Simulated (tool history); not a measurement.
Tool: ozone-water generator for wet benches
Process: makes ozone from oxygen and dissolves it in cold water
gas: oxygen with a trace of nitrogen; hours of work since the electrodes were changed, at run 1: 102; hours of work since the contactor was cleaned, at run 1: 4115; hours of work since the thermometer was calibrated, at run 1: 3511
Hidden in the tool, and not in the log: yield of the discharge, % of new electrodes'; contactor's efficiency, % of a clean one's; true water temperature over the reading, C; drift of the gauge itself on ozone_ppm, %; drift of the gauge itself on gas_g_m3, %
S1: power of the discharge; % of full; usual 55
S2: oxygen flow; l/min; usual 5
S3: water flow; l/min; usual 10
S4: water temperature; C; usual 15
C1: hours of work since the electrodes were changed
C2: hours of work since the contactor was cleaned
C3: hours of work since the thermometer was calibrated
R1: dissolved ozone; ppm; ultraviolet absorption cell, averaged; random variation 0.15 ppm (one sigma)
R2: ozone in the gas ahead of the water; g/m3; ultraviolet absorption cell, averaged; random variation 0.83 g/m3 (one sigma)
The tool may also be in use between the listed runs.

Run 1, day 0: usual settings; C1 102; C2 4115; C3 3511. Result: R1 18.7 ppm, R2 131.7 g/m3.
Run 2, day 2.35: usual settings but S2 5.24 l/min; C1 153; C2 4166; C3 3562. Result: R1 18.5 ppm, R2 129.1 g/m3.
Run 3, day 3.712: usual settings but S2 5.24 l/min; C1 183; C2 4196; C3 3592. Result: R1 18.9 ppm, R2 129.5 g/m3.
Run 4, day 5.125: usual settings but S2 3.13 l/min; C1 213; C2 4226; C3 3622. Result: R1 18.3 ppm, R2 160.8 g/m3.
Run 5, day 7.562: usual settings but S1 67 % of full; C1 266; C2 4279; C3 3675. Result: R1 22 ppm, R2 155.9 g/m3.
Run 6, day 9.383: usual settings; C1 306; C2 4318; C3 3715. Result: R1 18.9 ppm, R2 131.9 g/m3.
Run 7, day 11.488: usual settings; C1 351; C2 4364; C3 3760. Result: R1 18.6 ppm, R2 133.6 g/m3.
Run 8, day 12.971: usual settings but S2 3.45 l/min; C1 383; C2 4396; C3 3792. Result: R1 18.4 ppm, R2 156.3 g/m3.
Run 9, day 14.171: usual settings but S2 3.45 l/min; C1 409; C2 4422; C3 3818. Result: R1 18.1 ppm, R2 154.9 g/m3.
Run 10, day 16.325: usual settings; C1 456; C2 4469; C3 3865. Result: R1 18.4 ppm, R2 133 g/m3.
Run 11, day 18.75: usual settings; C1 509; C2 4521; C3 3918. Result: R1 18.6 ppm, R2 131.7 g/m3.
Run 12, day 19.896: usual settings; C1 533; C2 4546; C3 3942. Result: R1 18.6 ppm, R2 132.3 g/m3.
Run 13, day 22.233: usual settings but S4 17 C; C1 584; C2 4597; C3 3993. Result: R1 17.6 ppm, R2 132.1 g/m3.
Run 14, day 24.771: usual settings but S4 17 C; C1 639; C2 4652; C3 4048. Result: R1 17.7 ppm, R2 130.7 g/m3.
Run 15, day 27.046: usual settings but S4 17 C; C1 688; C2 4701; C3 4097. Result: R1 17.8 ppm, R2 131.3 g/m3.
Run 16, day 29.35: usual settings; C1 738; C2 4751; C3 4147. Result: R1 18.6 ppm, R2 129.8 g/m3.
At day 29.683: contactor cleaned.
Run 17, day 31.767: usual settings; C1 787; C2 45; C3 4196. Result: R1 18.5 ppm, R2 130 g/m3.
Run 18, day 33.488: usual settings; C1 824; C2 82; C3 4233. Result: R1 18 ppm, R2 131.8 g/m3.
Run 19, day 34.8: usual settings; C1 853; C2 111; C3 4262. Result: R1 18.4 ppm, R2 130.3 g/m3.
Run 20, day 37.179: usual settings; C1 904; C2 162; C3 4313. Result: R1 18.1 ppm, R2 131.3 g/m3.
Run 21, day 38.679: usual settings but S2 8.03 l/min; C1 937; C2 195; C3 4346. Result: R1 17.7 ppm, R2 107.4 g/m3.
Run 22, day 40.446: usual settings but S1 67 % of full, S2 7.74 l/min, S3 15 l/min, S4 17 C; C1 975; C2 233; C3 4384. Result: R1 15.9 ppm, R2 127.5 g/m3.
At day 42.538: contactor cleaned, once more.
Run 23, day 42.942: usual settings but S1 86 % of full, S2 7.74 l/min, S3 15 l/min, S4 17 C; C1 1025; C2 9; C3 4434. Result: R1 20.1 ppm, R2 156.7 g/m3.
Run 24, day 44.333: usual settings but S1 86 % of full, S2 5.03 l/min, S3 12 l/min, S4 8 C; C1 1056; C2 39; C3 4465. Result: R1 27.4 ppm, R2 185 g/m3.
Run 25, day 45.467: usual settings but S1 61 % of full, S4 8 C; C1 1080; C2 63; C3 4489. Result: R1 23.2 ppm, R2 142.8 g/m3.
Run 26, day 47.342: usual settings but S1 60 % of full, S2 6.48 l/min, S3 7 l/min, S4 12 C; C1 1121; C2 104; C3 4530. Result: R1 25.7 ppm, R2 125.5 g/m3.
Run 27, day 48.571: usual settings but S2 7.68 l/min, S3 8 l/min, S4 9 C; C1 1147; C2 131; C3 4557. Result: R1 23.7 ppm, R2 108.6 g/m3.
Run 28, day 49.892: usual settings but S2 3.45 l/min, S3 11 l/min; C1 1176; C2 159; C3 4585. Result: R1 17.3 ppm, R2 150.5 g/m3.
Run 29, day 51.125: usual settings but S2 3.45 l/min, S3 11 l/min; C1 1203; C2 186; C3 4612. Result: R1 17.3 ppm, R2 150.8 g/m3.
Run 30, day 53.162: usual settings but S1 90 % of full, S2 6.18 l/min, S4 20 C; C1 1247; C2 230; C3 4656. Result: R1 24.6 ppm, R2 174.2 g/m3.
Run 31, day 55.062: usual settings but S1 90 % of full, S2 6.18 l/min, S4 20 C; C1 1288; C2 271; C3 4697. Result: R1 25 ppm, R2 175.3 g/m3.
Run 32, day 57.454: usual settings but S2 5.08 l/min, S4 8 C; C1 1340; C2 323; C3 4749. Result: R1 21.5 ppm, R2 129.9 g/m3.
Run 33, day 59.496: usual settings but S2 5.08 l/min, S4 8 C; C1 1384; C2 367; C3 4793. Result: R1 21.5 ppm, R2 128.1 g/m3.
Run 34, day 61.233: usual settings but S2 5.08 l/min, S4 8 C; C1 1422; C2 405; C3 4831. Result: R1 21.5 ppm, R2 127.2 g/m3.

Some steps in R1 between neighbouring runs. How much of each would the tool show without its hidden state too (settings, what came in, random variation), and how much is left for the hidden state, with any gauge scatter that isn't in both results?
Run 22 -> 23: S1 67 -> 86, contactor cleaned, once more. R1 +4.2 ppm: hidden state +0.5, all else +3.7.
Run 23 -> 24: S2 7.74 -> 5.03, S3 15 -> 12, S4 17 -> 8. R1 +7.3 ppm: hidden state -0.3, all else +7.6.
Run 27 -> 28: S2 7.68 -> 3.45, S3 8 -> 11, S4 9 -> 15. R1 -6.4 ppm: hidden state +0.2, all else -6.6.
Run 29 -> 30: S1 55 -> 90, S2 3.45 -> 6.18, S3 11 -> 10, S4 15 -> 20. R1 +7.3 ppm: hidden state -0.7, all else +8.
Run 31 -> 32: S1 90 -> 55, S2 6.18 -> 5.08, S4 20 -> 8. R1 -3.5 ppm: hidden state +0.5, all else -4.
